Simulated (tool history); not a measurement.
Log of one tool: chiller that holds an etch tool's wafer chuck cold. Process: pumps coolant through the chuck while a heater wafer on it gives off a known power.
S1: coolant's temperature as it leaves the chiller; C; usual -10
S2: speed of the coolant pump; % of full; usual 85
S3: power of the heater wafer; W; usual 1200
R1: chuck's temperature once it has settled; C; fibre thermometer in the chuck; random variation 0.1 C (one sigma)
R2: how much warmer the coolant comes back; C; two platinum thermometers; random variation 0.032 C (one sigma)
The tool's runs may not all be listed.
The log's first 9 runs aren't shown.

{"run": 10, "hour": 502.0, "S1": -10, "S2": 85, "S3": 1200, "R1": -0.4, "R2": 3.68}
{"run": 11, "hour": 546.6, "S1": -10, "S2": 85, "S3": 1200, "R1": -0.5, "R2": 3.72}
{"run": 12, "hour": 588.3, "S1": -10, "S2": 85, "S3": 1200, "R1": -0.8, "R2": 3.72}
{"run": 13, "hour": 621.5, "S1": -10, "S2": 85, "S3": 1200, "R1": -0.6, "R2": 3.8}
{"run": 14, "hour": 699.7, "S1": -10, "S2": 85, "S3": 1200, "R1": -0.6, "R2": 3.75}
{"run": 15, "hour": 739.2, "S1": -10, "S2": 85, "S3": 1200, "R1": -0.4, "R2": 3.79}
{"run": 16, "hour": 793.2, "S1": -10, "S2": 85, "S3": 1200, "R1": -0.6, "R2": 3.77}
{"run": 17, "hour": 849.0, "S1": -16, "S2": 63, "S3": 1364, "R1": -2.7, "R2": 5.76}
{"run": 18, "hour": 884.5, "S1": -7, "S2": 63, "S3": 1364, "R1": 6.3, "R2": 5.78}
{"run": 19, "hour": 926.5, "S1": -7, "S2": 63, "S3": 1364, "R1": 6.4, "R2": 5.81}
{"run": 20, "hour": 990.1, "S1": -7, "S2": 63, "S3": 1364, "R1": 6.3, "R2": 5.8}
{"hour": 1012.3, "done": "gauge calibrated"}
{"run": 21, "hour": 1034.4, "S1": -7, "S2": 86, "S3": 666, "R1": -1.8, "R2": 1.95}
{"run": 22, "hour": 1101.6, "S1": -10, "S2": 85, "S3": 1698, "R1": 3.5, "R2": 4.96}
{"run": 23, "hour": 1173.9, "S1": -10, "S2": 85, "S3": 1698, "R1": 3.4, "R2": 4.96}
{"run": 24, "hour": 1230.1, "S1": 0, "S2": 85, "S3": 1200, "R1": 9.5, "R2": 3.53}
{"run": 25, "hour": 1271.1, "S1": 0, "S2": 85, "S3": 1200, "R1": 9.3, "R2": 3.55}
{"run": 26, "hour": 1320.4, "S1": -15, "S2": 87, "S3": 1200, "R1": -5.6, "R2": 3.5}
{"run": 27, "hour": 1391.8, "S1": -15, "S2": 87, "S3": 1200, "R1": -5.7, "R2": 3.62}
{"run": 28, "hour": 1429.8, "S1": -19, "S2": 65, "S3": 1054, "R1": -9.1, "R2": 4.21}
{"run": 29, "hour": 1507.9, "S1": -6, "S2": 85, "S3": 1200, "R1": 3.5, "R2": 3.67}
{"run": 30, "hour": 1583.1, "S1": -6, "S2": 85, "S3": 1200, "R1": 3.6, "R2": 3.68}
{"run": 31, "hour": 1632.7, "S1": -13, "S2": 85, "S3": 968, "R1": -5.3, "R2": 3.13}

5 ways to go on from here, each from the tool as it stands after run 31. What would each give?
{"run": "A", "hour": 1671.4, "S1": -5, "S2": 82, "S3": 1094, "R1": "?", "R2": "?"}
{"run": "B", "hour": 1671.4, "S1": -10, "S2": 97, "S3": 1200, "R1": "?", "R2": "?"}
{"run": "C", "hour": 1671.4, "S1": -10, "S2": 85, "S3": 1248, "R1": "?", "R2": "?"}
{"run": "D", "hour": 1671.4, "S1": -9, "S2": 71, "S3": 1441, "R1": "?", "R2": "?"}
{"run": "E", "hour": 1671.4, "S1": -10, "S2": 70, "S3": 1200, "R1": "?", "R2": "?"}

run=A R1=4.0 R2=3.52
run=B R1=-1.3 R2=3.30
run=C R1=0.0 R2=3.89
run=D R1=3.7 R2=5.37
run=E R1=1.0 R2=4.52
Without the tool's hidden state the same runs would have given:
run=A R1=3.9 R2=3.24
run=B R1=-1.4 R2=3.02
run=C R1=-0.1 R2=3.61
run=D R1=3.7 R2=5.09
run=E R1=1.0 R2=4.24
